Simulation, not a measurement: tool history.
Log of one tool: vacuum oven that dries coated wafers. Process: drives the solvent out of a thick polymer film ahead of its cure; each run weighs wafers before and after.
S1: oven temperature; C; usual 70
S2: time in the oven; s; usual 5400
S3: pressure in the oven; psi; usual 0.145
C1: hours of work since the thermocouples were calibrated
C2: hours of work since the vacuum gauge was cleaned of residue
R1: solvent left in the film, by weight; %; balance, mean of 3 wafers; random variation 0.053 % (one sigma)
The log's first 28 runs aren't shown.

run	hour	S1	S2	S3	C1	C2	R1
29	283.1	68	3180	0.128	708	177	4.41
30	293.1	70	3000	0.084	712	182	4.00
31	305.8	70	3000	0.084	718	187	4.00
32	318.5	68	3000	0.236	723	193	4.96
33	329.8	61	3780	0.290	728	198	6.42
34	337.5	61	3780	0.290	731	201	6.37
35	350.4	61	3780	0.290	737	207	6.35
36	363.4	65	5400	0.376	743	212	3.54
37	376.4	72	5400	0.132	748	218	1.38
38	385.8	72	5400	0.132	753	222	1.28
39	393.3	72	5400	0.131	756	225	1.28
40	398.8	72	5400	0.131	758	228	1.33
41	409.5	72	5400	0.131	763	232	1.36
42	421.0	80	7200	0.205	768	237	0.32
43	433.2	80	7200	0.205	773	243	0.28
44	444.3	63	4260	0.086	778	248	4.58
45	454.1	63	4260	0.086	782	252	4.50
46	461.2	67	6420	0.125	785	255	1.64
47	473.1	60	6420	0.329	791	260	4.25

3 ways to go on from here, each from the tool as it stands after run 47. What would each give?
A	485.6	70	7620	0.145	796	266	?
B	485.6	59	9540	0.081	796	266	?
C	485.6	70	5400	0.144	796	266	?

run	R1
A	0.76
B	2.04
C	1.66
Without the tool's hidden state the same runs would have given:
run	R1
A	0.75
B	2.02
C	1.64
